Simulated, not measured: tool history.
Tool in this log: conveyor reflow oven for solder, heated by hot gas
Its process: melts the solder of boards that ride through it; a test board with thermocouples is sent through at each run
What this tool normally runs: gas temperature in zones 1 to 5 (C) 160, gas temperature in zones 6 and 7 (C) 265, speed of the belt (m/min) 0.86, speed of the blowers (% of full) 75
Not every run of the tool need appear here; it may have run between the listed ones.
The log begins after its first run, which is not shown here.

run   hour  gas temperature in zones 1 to 5 (C)  gas temperature in zones 6 and 7 (C)  speed of the belt (m/min)  speed of the blowers (% of full)  highest temperature of the board (C)  time above the solder's melting point (s)
  2    8.2                                  154                                   265                       0.86                                75                                 241.6                                       29.3
  3   15.8                                  154                                   265                       0.86                                75                                 241.3                                       29.1
  4   25.9                                  160                                   265                       0.86                                75                                 242.4                                       31.3
  5   32.5                                  160                                   265                       0.86                                69                                 239.9                                       29.2
  6   38.7                                  160                                   265                       0.86                                69                                 240.1                                       29.3
  7   45.1                                  160                                   265                       0.86                                81                                 244.6                                       33.2
  8   56.6                                  160                                   265                       0.86                                75                                 242.7                                       31.3
  9   66.4                                  160                                   265                       0.86                                75                                 242.3                                       31.4
 10   72.2                                  160                                   257                       0.86                                75                                 235.9                                       26.4
 11   81.2                                  160                                   257                       0.86                                75                                   236                                       26.1
 12   93.5                                  160                                   257                       0.86                                75                                 236.1                                       26.4
 13  106.6                                  160                                   257                       0.86                                75                                 235.8                                       26.3
 14  117.8                                  160                                   257                       0.86                                75                                 235.6                                       26.5
 15  129.7                                  160                                   257                       0.86                                75                                 236.3                                       26.2
 16  142.9                                  160                                   257                       0.86                                75                                 236.1                                       26.3
 17  154.6                                  160                                   257                       0.86                                75                                 236.3                                       26.3
 18  167.8                                  152                                   275                      1.028                                84                                 244.6                                       25.5
 19  176.1                                  160                                   271                      0.968                                75                                 242.5                                         27
 20  184.2                                  174                                   275                      0.838                                75                                 254.3                                       43.1
 21  195.5                                  161                                   267                      1.004                                55                                 227.2                                       12.4
 22  205.1                                  162                                   267                      0.927                                55                                 231.4                                       18.3

The next listed run, before its measurement:
 23  211.4                                  162                                   267                      0.927                                55                                     ?                                          ?

highest temperature of the board (C): 231.7
time above the solder's melting point (s): 18.8
The same run, on a tool lacking any hidden state, would have yielded highest temperature of the board (C) 231.8, time above the solder's melting point (s) 18.9.

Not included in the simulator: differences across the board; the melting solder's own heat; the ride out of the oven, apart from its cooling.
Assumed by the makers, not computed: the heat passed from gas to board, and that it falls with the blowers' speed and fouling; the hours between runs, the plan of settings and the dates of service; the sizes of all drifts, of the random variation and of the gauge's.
